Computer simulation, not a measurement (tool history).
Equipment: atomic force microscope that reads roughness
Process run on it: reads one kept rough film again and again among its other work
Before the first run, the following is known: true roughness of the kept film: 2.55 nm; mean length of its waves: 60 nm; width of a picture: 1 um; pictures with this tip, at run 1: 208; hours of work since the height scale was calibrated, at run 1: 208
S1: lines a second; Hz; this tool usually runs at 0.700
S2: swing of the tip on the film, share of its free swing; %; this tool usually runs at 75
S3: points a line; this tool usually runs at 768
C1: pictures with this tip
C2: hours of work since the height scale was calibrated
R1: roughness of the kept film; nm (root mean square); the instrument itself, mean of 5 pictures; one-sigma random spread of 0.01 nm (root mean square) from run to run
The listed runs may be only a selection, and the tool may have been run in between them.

| run | hour | S1 | S2 | S3 | C1 | C2 | R1 |
|---|---|---|---|---|---|---|---|
| 1 | 0.0 | 0.700 | 75 | 768 | 208 | 208 | 2.276 |
| 2 | 13.1 | 0.700 | 75 | 768 | 226 | 217 | 2.252 |
| 3 | 26.8 | 0.700 | 75 | 768 | 244 | 227 | 2.234 |
|  | 40.4 | new tip fitted |
| 4 | 40.4 | 0.700 | 75 | 372 | 0 | 236 | 2.425 |
| 5 | 47.8 | 0.700 | 75 | 372 | 11 | 241 | 2.417 |
| 6 | 58.2 | 0.700 | 75 | 372 | 25 | 249 | 2.404 |
| 7 | 72.0 | 0.700 | 75 | 372 | 44 | 259 | 2.382 |
| 8 | 83.0 | 0.700 | 75 | 768 | 59 | 266 | 2.382 |
| 9 | 92.9 | 0.700 | 75 | 768 | 72 | 273 | 2.370 |
| 10 | 107.1 | 0.700 | 75 | 768 | 92 | 284 | 2.363 |
| 11 | 119.0 | 0.700 | 75 | 768 | 108 | 292 | 2.358 |
| 12 | 130.8 | 0.700 | 75 | 768 | 124 | 300 | 2.318 |
| 13 | 142.0 | 0.700 | 75 | 768 | 140 | 308 | 2.328 |
| 14 | 155.0 | 0.700 | 75 | 768 | 157 | 318 | 2.310 |
| 15 | 164.6 | 0.827 | 75 | 768 | 170 | 324 | 2.281 |
| 16 | 178.3 | 0.827 | 75 | 768 | 189 | 334 | 2.277 |
| 17 | 191.3 | 0.827 | 75 | 768 | 207 | 343 | 2.247 |
| 18 | 201.6 | 0.827 | 75 | 768 | 221 | 351 | 2.248 |
| 19 | 209.1 | 0.827 | 69 | 768 | 231 | 356 | 2.248 |

Run 20, settings as shown, results not yet in. Your forecast:
| 20 | 221.1 | 0.827 | 69 | 768 | 248 | 365 | ? |

{"run 20": {"R1": 2.245}}
On a tool with no hidden condition, and with the same random variation, this run would have come out at R1 2.441 nm (root mean square).
